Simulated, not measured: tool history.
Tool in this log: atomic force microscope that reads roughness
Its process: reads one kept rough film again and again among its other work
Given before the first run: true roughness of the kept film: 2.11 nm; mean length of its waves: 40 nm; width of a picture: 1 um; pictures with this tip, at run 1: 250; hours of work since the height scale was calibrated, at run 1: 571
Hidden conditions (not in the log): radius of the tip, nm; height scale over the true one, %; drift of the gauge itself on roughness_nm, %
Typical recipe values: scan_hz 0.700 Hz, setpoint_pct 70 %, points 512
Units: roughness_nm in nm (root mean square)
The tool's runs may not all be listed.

run,hour,scan_hz,setpoint_pct,points,pictures with this tip,hours of work since the height scale was calibrated,roughness_nm
1,0.0,0.700,70,512,250,571,1.974
2,51.5,0.700,70,512,335,608,1.953
# hour 62.1: new tip fitted
3,105.2,0.700,70,512,71,648,2.000
4,153.0,0.700,70,512,149,683,2.001
5,180.7,0.700,70,512,195,703,1.985
6,204.7,1.128,70,512,235,721,1.947
7,256.0,0.700,70,512,319,758,1.974
# hour 275.1: new tip fitted
8,284.8,0.700,70,663,16,779,2.009
9,314.0,0.700,70,663,64,800,2.008
# hour 318.5: height scale calibrated on a step standard
10,351.1,0.700,70,512,123,24,2.008
11,381.0,0.700,70,512,173,46,1.995
# hour 407.2: height scale calibrated on a step standard, once more
12,418.3,0.700,70,512,232,8,1.955
13,448.6,0.700,70,512,282,30,1.945
# hour 490.8: new tip fitted
14,495.5,0.573,57,260,8,64,2.009
15,540.8,2.133,76,631,82,98,1.839
16,568.9,0.666,57,414,129,118,2.000
17,591.2,0.666,57,414,165,135,1.997
18,633.8,0.666,57,414,236,166,1.989
19,677.6,1.936,70,754,308,198,1.885
20,701.0,1.936,70,754,346,215,1.859
# hour 705.9: new tip fitted
21,734.1,1.936,70,754,46,239,1.909
22,786.5,2.063,70,651,132,278,1.893
23,823.8,2.063,70,651,194,305,1.882
24,864.0,2.063,70,651,260,335,1.892
25,906.9,2.675,87,911,331,366,1.652
# hour 921.0: new tip fitted
26,958.7,2.675,87,911,62,404,1.671

For each entry between runs, how does the tool's hidden state at the last listed run before it compare with that at the first listed run after it?
From run 2 to run 3: new tip fitted (hour 62.1)
  radius of the tip, nm: 10.4 -> 6.4; height scale over the true one, %: 0.4 -> 0.43
  measured less the result without the state, roughness_nm: -0.045 -> -0.005 nm (root mean square)
From run 7 to run 8: new tip fitted (hour 275.1)
  radius of the tip, nm: 10.1 -> 5.6; height scale over the true one, %: 0.5 -> 0.51
  measured less the result without the state, roughness_nm: -0.041 -> +0.004 nm (root mean square)
From run 9 to run 10: height scale calibrated on a step standard (hour 318.5)
  radius of the tip, nm: 6.4 -> 7.4; height scale over the true one, %: 0.52 -> 0.89
  measured less the result without the state, roughness_nm: -0.004 -> -0.006 nm (root mean square)
From run 11 to run 12: height scale calibrated on a step standard, once more (hour 407.2)
  radius of the tip, nm: 8.2 -> 9.1; height scale over the true one, %: 0.91 -> 0.09
  measured less the result without the state, roughness_nm: -0.013 -> -0.039 nm (root mean square)
From run 13 to run 14: new tip fitted (hour 490.8)
  radius of the tip, nm: 9.8 -> 5.5; height scale over the true one, %: 0.1 -> 0.12
  measured less the result without the state, roughness_nm: -0.046 -> -0.003 nm (root mean square)
From run 20 to run 21: new tip fitted (hour 705.9)
  radius of the tip, nm: 10.7 -> 5.7; height scale over the true one, %: 0.22 -> 0.24
  measured less the result without the state, roughness_nm: -0.050 -> -0.002 nm (root mean square)
From run 25 to run 26: new tip fitted (hour 921.0)
  radius of the tip, nm: 10.3 -> 6.2; height scale over the true one, %: 0.32 -> 0.34
  measured less the result without the state, roughness_nm: -0.038 -> -0.005 nm (root mean square)

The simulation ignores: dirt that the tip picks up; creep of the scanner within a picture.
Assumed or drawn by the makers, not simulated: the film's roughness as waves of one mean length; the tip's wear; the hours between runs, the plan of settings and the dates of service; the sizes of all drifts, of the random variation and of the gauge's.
